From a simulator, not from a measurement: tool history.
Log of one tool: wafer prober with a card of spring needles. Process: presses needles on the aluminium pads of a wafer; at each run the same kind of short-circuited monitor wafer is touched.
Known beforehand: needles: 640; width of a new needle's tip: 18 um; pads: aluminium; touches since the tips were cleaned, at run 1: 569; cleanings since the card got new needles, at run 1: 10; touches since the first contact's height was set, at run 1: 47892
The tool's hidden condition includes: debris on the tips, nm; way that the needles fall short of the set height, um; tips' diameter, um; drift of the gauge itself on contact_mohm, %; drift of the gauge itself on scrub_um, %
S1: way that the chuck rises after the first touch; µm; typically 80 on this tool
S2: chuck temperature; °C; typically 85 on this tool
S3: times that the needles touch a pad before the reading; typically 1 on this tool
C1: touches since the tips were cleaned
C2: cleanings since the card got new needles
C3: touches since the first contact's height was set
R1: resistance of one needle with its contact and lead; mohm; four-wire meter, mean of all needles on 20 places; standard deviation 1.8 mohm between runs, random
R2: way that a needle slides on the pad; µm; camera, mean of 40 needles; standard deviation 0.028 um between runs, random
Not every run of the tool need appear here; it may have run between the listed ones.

run	day	S1	S2	S3	C1	C2	C3	R1	R2
1	0	80	85	1	569	10	47892	231	9.78
# day 0.342: tips cleaned on abrasive film
2	0.446	80	85	1	1133	11	52655	352	9.77
# day 0.717: tips cleaned on abrasive film
3	0.979	80	30	1	2847	12	58341	289	9.79
# day 1.112: tips cleaned on abrasive film
4	1.438	80	30	1	3495	13	63207	302	9.73
# day 1.521: tips cleaned on abrasive film
# day 1.533: height of the first contact set anew
# day 1.917: tips cleaned on abrasive film
5	1.988	80	30	1	783	15	4819	226	9.89
# day 2.121: tips cleaned on abrasive film, once more
# day 2.5: tips cleaned on abrasive film
6	2.5	80	30	1	0	17	10237	192	9.91
# day 2.888: tips cleaned on abrasive film
7	3.154	80	85	2	2861	18	17209	252	9.91
# day 3.258: tips cleaned on abrasive film
# day 3.642: tips cleaned on abrasive film
8	3.712	88	85	2	742	20	23112	208	10.84
# day 4.058: tips cleaned on abrasive film
9	4.288	70	86	3	2487	21	29271	236	8.57
# day 4.45: tips cleaned on abrasive film
10	4.612	70	86	3	1758	22	32689	232	8.61

Forecast each of these 3 alternatives for the next run:
# day 4.825: tips cleaned on abrasive film
A	5.146	64	85	1	3445	23	38381	?	?
# day 4.825: tips cleaned on abrasive film
B	5.146	80	47	1	3445	23	38381	?	?
# day 4.825: tips cleaned on abrasive film
C	5.146	71	56	1	3445	23	38381	?	?

run	R1	R2
A	358	7.86
B	298	9.86
C	329	8.75
With the hidden condition removed and each run's random variation left untouched, the same runs would have given:
run	R1	R2
A	192	8
B	180	10
C	184	8.89

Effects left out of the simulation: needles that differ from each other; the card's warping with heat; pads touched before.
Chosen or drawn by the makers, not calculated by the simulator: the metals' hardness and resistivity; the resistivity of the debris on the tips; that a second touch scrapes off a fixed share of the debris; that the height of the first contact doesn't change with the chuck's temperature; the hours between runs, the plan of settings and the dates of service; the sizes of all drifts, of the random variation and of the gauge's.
